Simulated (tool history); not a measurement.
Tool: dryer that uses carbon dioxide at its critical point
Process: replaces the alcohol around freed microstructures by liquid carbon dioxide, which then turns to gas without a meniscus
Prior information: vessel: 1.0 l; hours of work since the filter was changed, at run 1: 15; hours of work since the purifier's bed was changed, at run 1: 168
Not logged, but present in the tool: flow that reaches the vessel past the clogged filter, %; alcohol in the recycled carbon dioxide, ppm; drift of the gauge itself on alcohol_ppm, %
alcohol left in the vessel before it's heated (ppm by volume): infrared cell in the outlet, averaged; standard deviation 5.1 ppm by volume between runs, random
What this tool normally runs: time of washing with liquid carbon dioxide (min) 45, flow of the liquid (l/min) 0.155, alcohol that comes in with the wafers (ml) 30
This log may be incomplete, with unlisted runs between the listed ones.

| run | hour | time of washing with liquid carbon dioxide (min) | flow of the liquid (l/min) | alcohol that comes in with the wafers (ml) | hours of work since the filter was changed | hours of work since the purifier's bed was changed | alcohol left in the vessel before it's heated (ppm by volume) |
|---|---|---|---|---|---|---|---|
| 1 | 0.0 | 45 | 0.155 | 30 | 15 | 168 | 90 |
| 2 | 7.4 | 45 | 0.155 | 30 | 18 | 171 | 81 |
| 3 | 22.2 | 45 | 0.155 | 87 | 23 | 176 | 221 |
| 4 | 34.0 | 45 | 0.155 | 87 | 27 | 180 | 228 |
| 5 | 41.2 | 45 | 0.100 | 30 | 30 | 182 | 569 |
| 6 | 55.5 | 45 | 0.100 | 30 | 35 | 187 | 576 |
| 7 | 69.2 | 28 | 0.189 | 30 | 40 | 192 | 340 |
| 8 | 81.6 | 28 | 0.189 | 30 | 44 | 197 | 354 |

Forecast run 9:
| 9 | 88.0 | 28 | 0.189 | 30 | 46 | 199 | ? |

alcohol left in the vessel before it's heated (ppm by volume): 338
Minus the tool's unlogged condition, the same run would have read alcohol left in the vessel before it's heated (ppm by volume) 295.
